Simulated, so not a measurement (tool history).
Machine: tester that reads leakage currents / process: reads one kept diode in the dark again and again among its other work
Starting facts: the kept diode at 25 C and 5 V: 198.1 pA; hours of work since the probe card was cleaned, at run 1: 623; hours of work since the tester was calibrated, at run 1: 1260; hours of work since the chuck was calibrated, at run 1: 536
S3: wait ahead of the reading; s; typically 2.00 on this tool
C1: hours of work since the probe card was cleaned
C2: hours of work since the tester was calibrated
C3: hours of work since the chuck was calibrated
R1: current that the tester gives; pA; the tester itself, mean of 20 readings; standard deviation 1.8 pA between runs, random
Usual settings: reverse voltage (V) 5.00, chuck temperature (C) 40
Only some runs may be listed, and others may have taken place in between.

run 1 hour=0.0 | reverse_voltage_(V)=5.00 chuck_temperature_(C)=40 S3=2.00 | C1=623 C2=1260 C3=536 | R1=585.06
run 2 hour=138.5 | reverse_voltage_(V)=1.82 chuck_temperature_(C)=40 S3=2.00 | C1=690 C2=1327 C3=602 | R1=364.11
-- hour=305.4 chuck's temperature calibrated
run 3 hour=311.0 | reverse_voltage_(V)=5.00 chuck_temperature_(C)=24 S3=2.00 | C1=772 C2=1409 C3=3 | R1=184.47
run 4 hour=418.2 | reverse_voltage_(V)=5.00 chuck_temperature_(C)=32 S3=2.00 | C1=823 C2=1460 C3=54 | R1=332.83
run 5 hour=501.0 | reverse_voltage_(V)=5.00 chuck_temperature_(C)=32 S3=2.00 | C1=863 C2=1500 C3=94 | R1=333.04
run 6 hour=601.2 | reverse_voltage_(V)=5.00 chuck_temperature_(C)=40 S3=2.00 | C1=911 C2=1548 C3=142 | R1=587.12
run 7 hour=767.2 | reverse_voltage_(V)=5.00 chuck_temperature_(C)=29 S3=2.00 | C1=991 C2=1628 C3=222 | R1=269.06
run 8 hour=859.7 | reverse_voltage_(V)=5.00 chuck_temperature_(C)=40 S3=2.00 | C1=1036 C2=1673 C3=267 | R1=584.89
run 9 hour=999.2 | reverse_voltage_(V)=5.00 chuck_temperature_(C)=40 S3=2.00 | C1=1103 C2=1740 C3=334 | R1=583.84
run 10 hour=1155.6 | reverse_voltage_(V)=5.00 chuck_temperature_(C)=40 S3=2.00 | C1=1179 C2=1815 C3=409 | R1=582.70
run 11 hour=1244.2 | reverse_voltage_(V)=5.00 chuck_temperature_(C)=40 S3=5.21 | C1=1221 C2=1858 C3=452 | R1=583.12
run 12 hour=1397.5 | reverse_voltage_(V)=5.00 chuck_temperature_(C)=40 S3=5.21 | C1=1295 C2=1932 C3=526 | R1=583.91
run 13 hour=1538.1 | reverse_voltage_(V)=4.19 chuck_temperature_(C)=40 S3=5.21 | C1=1363 C2=2000 C3=594 | R1=537.59
-- hour=1610.7 probe card cleaned and baked
run 14 hour=1712.6 | reverse_voltage_(V)=5.00 chuck_temperature_(C)=40 S3=2.00 | C1=49 C2=2082 C3=676 | R1=585.57
-- hour=1726.6 chuck's temperature calibrated
run 15 hour=1854.6 | reverse_voltage_(V)=5.00 chuck_temperature_(C)=40 S3=2.00 | C1=116 C2=2150 C3=62 | R1=582.95
run 16 hour=1945.2 | reverse_voltage_(V)=5.00 chuck_temperature_(C)=40 S3=2.00 | C1=160 C2=2193 C3=105 | R1=588.12
run 17 hour=2126.9 | reverse_voltage_(V)=5.00 chuck_temperature_(C)=50 S3=2.00 | C1=248 C2=2281 C3=193 | R1=1134.19
run 18 hour=2209.1 | reverse_voltage_(V)=5.00 chuck_temperature_(C)=50 S3=2.00 | C1=287 C2=2320 C3=232 | R1=1132.40
run 19 hour=2329.0 | reverse_voltage_(V)=1.21 chuck_temperature_(C)=45 S3=1.09 | C1=345 C2=2378 C3=290 | R1=422.18
run 20 hour=2480.4 | reverse_voltage_(V)=3.03 chuck_temperature_(C)=26 S3=1.07 | C1=418 C2=2451 C3=363 | R1=170.05
run 21 hour=2621.0 | reverse_voltage_(V)=1.10 chuck_temperature_(C)=40 S3=4.40 | C1=486 C2=2519 C3=431 | R1=286.67
run 22 hour=2726.6 | reverse_voltage_(V)=13.28 chuck_temperature_(C)=26 S3=0.41 | C1=536 C2=2570 C3=482 | R1=349.65
run 23 hour=2906.2 | reverse_voltage_(V)=14.33 chuck_temperature_(C)=21 S3=1.07 | C1=623 C2=2656 C3=568 | R1=242.77
run 24 hour=2991.3 | reverse_voltage_(V)=1.84 chuck_temperature_(C)=40 S3=2.00 | C1=664 C2=2697 C3=609 | R1=364.74
-- hour=3143.3 chuck's temperature calibrated
run 25 hour=3168.0 | reverse_voltage_(V)=1.84 chuck_temperature_(C)=40 S3=2.00 | C1=748 C2=2781 C3=12 | R1=367.46
run 26 hour=3281.7 | reverse_voltage_(V)=1.84 chuck_temperature_(C)=40 S3=2.00 | C1=803 C2=2836 C3=67 | R1=366.93
run 27 hour=3376.1 | reverse_voltage_(V)=15.61 chuck_temperature_(C)=41 S3=6.94 | C1=848 C2=2881 C3=112 | R1=1066.01
run 28 hour=3558.3 | reverse_voltage_(V)=18.30 chuck_temperature_(C)=33 S3=2.00 | C1=936 C2=2969 C3=200 | R1=660.99
run 29 hour=3652.8 | reverse_voltage_(V)=1.99 chuck_temperature_(C)=50 S3=8.50 | C1=981 C2=3015 C3=245 | R1=735.33
run 30 hour=3751.4 | reverse_voltage_(V)=1.99 chuck_temperature_(C)=54 S3=8.50 | C1=1029 C2=3062 C3=293 | R1=947.65
run 31 hour=3864.1 | reverse_voltage_(V)=1.99 chuck_temperature_(C)=21 S3=2.79 | C1=1083 C2=3116 C3=347 | R1=95.25
run 32 hour=4051.3 | reverse_voltage_(V)=1.99 chuck_temperature_(C)=21 S3=2.79 | C1=1173 C2=3207 C3=437 | R1=95.16
run 33 hour=4233.2 | reverse_voltage_(V)=9.80 chuck_temperature_(C)=52 S3=2.00 | C1=1261 C2=3294 C3=525 | R1=1770.82
run 34 hour=4373.6 | reverse_voltage_(V)=9.80 chuck_temperature_(C)=52 S3=2.00 | C1=1329 C2=3362 C3=592 | R1=1767.17
-- hour=4512.9 probe card cleaned and baked
-- hour=4562.7 chuck's temperature calibrated
run 35 hour=4568.6 | reverse_voltage_(V)=2.86 chuck_temperature_(C)=40 S3=2.00 | C1=26 C2=3453 C3=3 | R1=448.97
run 36 hour=4684.7 | reverse_voltage_(V)=5.00 chuck_temperature_(C)=37 S3=3.18 | C1=82 C2=3509 C3=59 | R1=477.38

For each entry between runs, how does the tool's hidden state at the last listed run before it compare with that at the first listed run after it?
Between runs 2 and 3: chuck's temperature calibrated (hour 305.4)
  true chuck temperature over the reading, C: 0.01 -> 0
Between runs 13 and 14: probe card cleaned and baked (hour 1610.7)
  stray current of the dirty probe card, pA a volt: 0.023 -> 0.02
Between runs 14 and 15: chuck's temperature calibrated (hour 1726.6)
  true chuck temperature over the reading, C: 0.01 -> 0
Between runs 24 and 25: chuck's temperature calibrated (hour 3143.3)
  true chuck temperature over the reading, C: 0.01 -> 0
Between runs 34 and 35: probe card cleaned and baked (hour 4512.9); chuck's temperature calibrated (hour 4562.7)
  stray current of the dirty probe card, pA a volt: 0.023 -> 0.02; true chuck temperature over the reading, C: 0.01 -> 0
